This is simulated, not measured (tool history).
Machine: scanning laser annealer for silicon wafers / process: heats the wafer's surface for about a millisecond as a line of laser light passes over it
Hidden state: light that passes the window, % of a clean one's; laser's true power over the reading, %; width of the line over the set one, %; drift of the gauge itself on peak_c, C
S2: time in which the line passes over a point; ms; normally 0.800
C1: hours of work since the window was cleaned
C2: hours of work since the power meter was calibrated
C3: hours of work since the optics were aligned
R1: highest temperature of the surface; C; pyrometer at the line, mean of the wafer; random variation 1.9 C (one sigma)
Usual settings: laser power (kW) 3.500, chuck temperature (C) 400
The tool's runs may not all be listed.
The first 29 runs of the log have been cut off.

{"run": 30, "day": 82.475, "laser power (kW)": 3.266, "S2": 0.631, "chuck temperature (C)": 390, "C1": 58, "C2": 478, "C3": 272, "R1": 1004}
{"run": 31, "day": 84.492, "laser power (kW)": 3.475, "S2": 0.723, "chuck temperature (C)": 390, "C1": 86, "C2": 506, "C3": 301, "R1": 1096}
{"run": 32, "day": 86.412, "laser power (kW)": 3.475, "S2": 0.723, "chuck temperature (C)": 390, "C1": 113, "C2": 533, "C3": 328, "R1": 1098}
{"run": 33, "day": 88.996, "laser power (kW)": 3.475, "S2": 0.723, "chuck temperature (C)": 390, "C1": 150, "C2": 570, "C3": 364, "R1": 1092}
{"run": 34, "day": 91.812, "laser power (kW)": 3.5, "S2": 0.791, "chuck temperature (C)": 405, "C1": 190, "C2": 610, "C3": 404, "R1": 1147}
{"run": 35, "day": 93.858, "laser power (kW)": 3.653, "S2": 0.8, "chuck temperature (C)": 433, "C1": 219, "C2": 639, "C3": 433, "R1": 1216}
{"run": 36, "day": 96.588, "laser power (kW)": 3.653, "S2": 0.8, "chuck temperature (C)": 433, "C1": 257, "C2": 677, "C3": 472, "R1": 1215}
{"run": 37, "day": 99.958, "laser power (kW)": 3.653, "S2": 0.8, "chuck temperature (C)": 433, "C1": 305, "C2": 725, "C3": 519, "R1": 1215}
{"run": 38, "day": 101.592, "laser power (kW)": 3.766, "S2": 0.898, "chuck temperature (C)": 427, "C1": 328, "C2": 748, "C3": 542, "R1": 1283}
{"run": 39, "day": 104.796, "laser power (kW)": 3.5, "S2": 0.781, "chuck temperature (C)": 425, "C1": 374, "C2": 793, "C3": 588, "R1": 1157}

Each row is a separate what-if for the run after 39, all from the same tool condition, not one after another. Results?
{"run": "A", "day": 108.212, "laser power (kW)": 3.5, "S2": 0.8, "chuck temperature (C)": 438, "C1": 422, "C2": 842, "C3": 636, "R1": "?"}
{"run": "B", "day": 108.212, "laser power (kW)": 3.042, "S2": 0.698, "chuck temperature (C)": 420, "C1": 422, "C2": 842, "C3": 636, "R1": "?"}
{"run": "C", "day": 108.212, "laser power (kW)": 3.5, "S2": 0.955, "chuck temperature (C)": 425, "C1": 422, "C2": 842, "C3": 636, "R1": "?"}
{"run": "D", "day": 108.212, "laser power (kW)": 3.5, "S2": 0.669, "chuck temperature (C)": 430, "C1": 422, "C2": 842, "C3": 636, "R1": "?"}

run=A R1=1178
run=B R1=1012
run=C R1=1242
run=D R1=1100
Take away the tool's hidden state, keep each run's random variation, and the runs would have read:
run=A R1=1196
run=B R1=1026
run=C R1=1261
run=D R1=1115
